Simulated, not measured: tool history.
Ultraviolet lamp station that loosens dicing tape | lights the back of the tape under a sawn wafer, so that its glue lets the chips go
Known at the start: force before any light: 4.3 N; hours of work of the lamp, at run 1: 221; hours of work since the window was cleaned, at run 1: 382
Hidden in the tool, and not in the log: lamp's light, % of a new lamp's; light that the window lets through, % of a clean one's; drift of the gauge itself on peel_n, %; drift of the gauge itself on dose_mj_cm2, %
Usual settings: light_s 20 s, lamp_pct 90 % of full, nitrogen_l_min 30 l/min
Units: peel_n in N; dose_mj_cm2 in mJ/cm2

run,hour,light_s,lamp_pct,nitrogen_l_min,hours of work of the lamp,hours of work since the window was cleaned,peel_n,dose_mj_cm2
1,0.0,20,90,30,221,382,0.610,452
2,11.3,20,90,56,228,389,0.552,447
3,21.1,20,90,30,234,395,0.621,445
4,29.4,20,91,30,239,401,0.634,445
5,40.7,14,91,30,246,408,1.024,310
6,49.6,14,91,15,252,413,1.200,310
7,55.7,20,90,30,256,417,0.643,440
8,64.7,13,90,30,261,423,1.171,280
9,72.1,13,90,30,266,427,1.193,285
10,81.0,13,90,30,271,433,1.117,276
11,90.1,21,90,30,277,439,0.633,451
12,99.6,20,90,35,283,445,0.659,423
13,109.7,12,90,30,289,451,1.355,257
14,120.5,12,90,30,296,458,1.330,249
15,125.4,12,90,30,299,461,1.271,252
16,134.5,20,90,30,305,466,0.701,417
17,146.1,20,90,30,312,474,0.708,415
18,151.1,20,90,30,315,477,0.696,407
19,157.3,20,90,30,319,481,0.715,406
20,163.1,20,90,30,323,484,0.711,408
21,169.9,20,90,30,327,488,0.723,409
22,177.1,25,60,10,331,493,1.214,340
23,185.5,25,60,10,337,498,1.173,339
24,192.8,14,71,19,341,503,1.605,223
25,201.7,20,69,43,347,508,0.989,310
# hour 205.3: window cleaned of glue's vapour
26,212.3,29,61,11,353,4,0.866,432
27,221.1,29,91,10,359,10,0.496,646
28,228.2,29,91,10,363,14,0.517,640
29,238.5,29,91,10,370,21,0.494,635
30,248.7,29,91,10,376,27,0.520,636
31,256.1,24,90,13,381,32,0.629,513
32,262.9,24,69,34,385,36,0.726,400
33,269.1,20,90,46,389,40,0.586,429
34,276.5,19,90,30,393,45,0.723,407
35,288.2,19,90,30,401,52,0.713,406
36,299.3,20,71,30,408,59,0.954,331
37,309.8,37,70,24,414,65,0.437,601
38,316.8,37,95,15,418,70,0.325,817
39,324.2,17,73,50,423,74,1.035,285
40,331.7,26,78,39,428,79,0.563,464
41,336.9,26,78,39,431,82,0.566,464
42,342.3,36,87,39,434,86,0.312,711

How the hidden state differs across the entries between the runs, from the last listed run before each to the first after it:
Between runs 25 and 26: window cleaned of glue's vapour (hour 205.3)
  lamp's light, % of a new lamp's: 79.1 -> 78.7; light that the window lets through, % of a clean one's: 90.1 -> 99.7
  measured less the result without the state, peel_n: +0.375 -> +0.251 N; dose_mj_cm2: -124 -> -119 mJ/cm2
